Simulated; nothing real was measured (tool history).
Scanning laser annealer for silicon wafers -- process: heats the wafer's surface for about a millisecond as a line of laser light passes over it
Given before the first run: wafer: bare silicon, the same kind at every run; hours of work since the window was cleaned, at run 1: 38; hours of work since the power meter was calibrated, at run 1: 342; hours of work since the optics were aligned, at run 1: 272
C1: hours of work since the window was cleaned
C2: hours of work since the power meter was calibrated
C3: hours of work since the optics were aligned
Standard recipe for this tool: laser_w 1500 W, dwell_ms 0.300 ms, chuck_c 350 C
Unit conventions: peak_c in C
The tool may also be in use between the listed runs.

{"run": 1, "hour": 0.0, "laser_w": 1500, "dwell_ms": 0.3, "chuck_c": 350, "C1": 38, "C2": 342, "C3": 272, "peak_c": 1162}
{"run": 2, "hour": 46.9, "laser_w": 1500, "dwell_ms": 0.3, "chuck_c": 350, "C1": 71, "C2": 375, "C3": 305, "peak_c": 1156}
{"run": 3, "hour": 92.2, "laser_w": 1500, "dwell_ms": 0.3, "chuck_c": 350, "C1": 102, "C2": 406, "C3": 336, "peak_c": 1152}
{"run": 4, "hour": 129.5, "laser_w": 1500, "dwell_ms": 0.3, "chuck_c": 350, "C1": 128, "C2": 432, "C3": 362, "peak_c": 1148}
{"run": 5, "hour": 160.3, "laser_w": 1500, "dwell_ms": 0.3, "chuck_c": 385, "C1": 149, "C2": 453, "C3": 383, "peak_c": 1181}
{"run": 6, "hour": 196.0, "laser_w": 1500, "dwell_ms": 0.3, "chuck_c": 385, "C1": 174, "C2": 478, "C3": 408, "peak_c": 1179}
{"run": 7, "hour": 215.2, "laser_w": 1500, "dwell_ms": 0.3, "chuck_c": 350, "C1": 187, "C2": 491, "C3": 421, "peak_c": 1139}
{"run": 8, "hour": 254.7, "laser_w": 1362, "dwell_ms": 0.3, "chuck_c": 350, "C1": 214, "C2": 518, "C3": 448, "peak_c": 1056}
{"run": 9, "hour": 290.8, "laser_w": 1500, "dwell_ms": 0.3, "chuck_c": 350, "C1": 239, "C2": 543, "C3": 473, "peak_c": 1139}
{"run": 10, "hour": 338.1, "laser_w": 1598, "dwell_ms": 0.3, "chuck_c": 350, "C1": 272, "C2": 576, "C3": 506, "peak_c": 1183}
{"run": 11, "hour": 368.2, "laser_w": 1598, "dwell_ms": 0.3, "chuck_c": 350, "C1": 293, "C2": 597, "C3": 527, "peak_c": 1184}
{"run": 12, "hour": 414.5, "laser_w": 1598, "dwell_ms": 0.3, "chuck_c": 350, "C1": 325, "C2": 629, "C3": 559, "peak_c": 1184}
{"hour": 441.8, "done": "window over the wafer cleaned"}
{"run": 13, "hour": 443.2, "laser_w": 1598, "dwell_ms": 0.3, "chuck_c": 350, "C1": 1, "C2": 647, "C3": 577, "peak_c": 1172}
{"run": 14, "hour": 475.2, "laser_w": 1598, "dwell_ms": 0.3, "chuck_c": 350, "C1": 23, "C2": 669, "C3": 599, "peak_c": 1171}
{"run": 15, "hour": 500.1, "laser_w": 1598, "dwell_ms": 0.38, "chuck_c": 350, "C1": 40, "C2": 687, "C3": 617, "peak_c": 1270}
{"run": 16, "hour": 546.0, "laser_w": 1598, "dwell_ms": 0.38, "chuck_c": 350, "C1": 72, "C2": 718, "C3": 648, "peak_c": 1262}
{"run": 17, "hour": 592.9, "laser_w": 1598, "dwell_ms": 0.38, "chuck_c": 350, "C1": 104, "C2": 751, "C3": 681, "peak_c": 1261}
{"hour": 624.1, "done": "window over the wafer cleaned, once more"}
{"run": 18, "hour": 636.8, "laser_w": 1498, "dwell_ms": 0.3, "chuck_c": 350, "C1": 9, "C2": 780, "C3": 710, "peak_c": 1157}
{"run": 19, "hour": 676.7, "laser_w": 1500, "dwell_ms": 0.364, "chuck_c": 373, "C1": 36, "C2": 807, "C3": 737, "peak_c": 1262}
{"run": 20, "hour": 701.6, "laser_w": 1500, "dwell_ms": 0.368, "chuck_c": 318, "C1": 54, "C2": 825, "C3": 754, "peak_c": 1211}
{"run": 21, "hour": 734.0, "laser_w": 1477, "dwell_ms": 0.284, "chuck_c": 331, "C1": 76, "C2": 847, "C3": 777, "peak_c": 1098}
{"run": 22, "hour": 763.5, "laser_w": 1556, "dwell_ms": 0.284, "chuck_c": 333, "C1": 96, "C2": 867, "C3": 797, "peak_c": 1144}
{"run": 23, "hour": 795.7, "laser_w": 1500, "dwell_ms": 0.3, "chuck_c": 381, "C1": 119, "C2": 890, "C3": 819, "peak_c": 1176}
{"run": 24, "hour": 830.7, "laser_w": 1578, "dwell_ms": 0.307, "chuck_c": 361, "C1": 143, "C2": 914, "C3": 844, "peak_c": 1208}
{"run": 25, "hour": 851.8, "laser_w": 1372, "dwell_ms": 0.3, "chuck_c": 360, "C1": 157, "C2": 928, "C3": 858, "peak_c": 1076}
{"run": 26, "hour": 874.2, "laser_w": 1372, "dwell_ms": 0.3, "chuck_c": 360, "C1": 173, "C2": 944, "C3": 874, "peak_c": 1075}
{"run": 27, "hour": 898.5, "laser_w": 1476, "dwell_ms": 0.276, "chuck_c": 360, "C1": 190, "C2": 961, "C3": 890, "peak_c": 1100}
{"run": 28, "hour": 927.5, "laser_w": 1476, "dwell_ms": 0.276, "chuck_c": 360, "C1": 210, "C2": 981, "C3": 911, "peak_c": 1103}
{"run": 29, "hour": 956.9, "laser_w": 1476, "dwell_ms": 0.276, "chuck_c": 360, "C1": 230, "C2": 1001, "C3": 931, "peak_c": 1097}
{"run": 30, "hour": 1003.6, "laser_w": 1500, "dwell_ms": 0.3, "chuck_c": 379, "C1": 262, "C2": 1033, "C3": 963, "peak_c": 1162}

Across each entry between runs, compare the hidden state at the last listed run before it with the hidden state at the first listed run after it:
From run 12 to run 13: window over the wafer cleaned (hour 441.8)
  light that passes the window, % of a clean one's: 95.59 -> 94.87; laser's true power over the reading, %: 0.54 -> 0.55; width of the line over the set one, %: 1.34 -> 1.38
  measured result minus the result with no hidden state, peak_c: -44 -> -52 C
From run 17 to run 18: window over the wafer cleaned, once more (hour 624.1)
  light that passes the window, % of a clean one's: 93.46 -> 99.76; laser's true power over the reading, %: 0.63 -> 0.66; width of the line over the set one, %: 1.62 -> 1.68
  measured result minus the result with no hidden state, peak_c: -74 -> -4 C

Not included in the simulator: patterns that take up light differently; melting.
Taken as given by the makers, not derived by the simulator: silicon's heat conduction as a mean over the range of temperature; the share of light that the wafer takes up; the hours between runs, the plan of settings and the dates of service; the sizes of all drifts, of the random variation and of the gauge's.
